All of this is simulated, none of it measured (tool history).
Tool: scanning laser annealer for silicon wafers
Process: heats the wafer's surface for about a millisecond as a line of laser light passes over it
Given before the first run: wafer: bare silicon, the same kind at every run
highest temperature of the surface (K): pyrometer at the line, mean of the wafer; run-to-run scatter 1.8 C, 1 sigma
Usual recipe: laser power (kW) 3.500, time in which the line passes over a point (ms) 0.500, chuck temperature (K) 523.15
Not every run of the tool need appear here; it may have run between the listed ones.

run	hour	laser power (kW)	time in which the line passes over a point (ms)	chuck temperature (K)	highest temperature of the surface (K)
1	0.0	3.500	0.500	523.15	1202.15
2	5.5	3.500	0.377	523.15	1109.15
3	18.1	3.500	0.377	523.15	1110.15
4	28.8	3.500	0.377	522.15	1110.15
5	34.9	3.500	0.377	522.15	1111.15
6	44.6	3.500	0.377	522.15	1107.15
7	55.6	3.500	0.377	522.15	1109.15
8	64.9	3.500	0.377	522.15	1110.15
9	75.1	3.500	0.377	522.15	1107.15
10	81.1	3.500	0.500	523.15	1202.15
11	92.0	3.609	0.500	523.15	1223.15
12	103.4	3.463	0.351	550.15	1107.15
13	111.6	3.500	0.549	523.15	1235.15
# hour 114.7: window over the wafer cleaned
14	125.6	3.500	0.549	523.15	1232.15

What does the tool deliver on the next run?
15	131.6	3.775	0.590	530.15	?

{"run 15": {"highest temperature of the surface (K)": 1328.15}}
Without the tool's hidden state the same run would have given highest temperature of the surface (K) 1360.15.

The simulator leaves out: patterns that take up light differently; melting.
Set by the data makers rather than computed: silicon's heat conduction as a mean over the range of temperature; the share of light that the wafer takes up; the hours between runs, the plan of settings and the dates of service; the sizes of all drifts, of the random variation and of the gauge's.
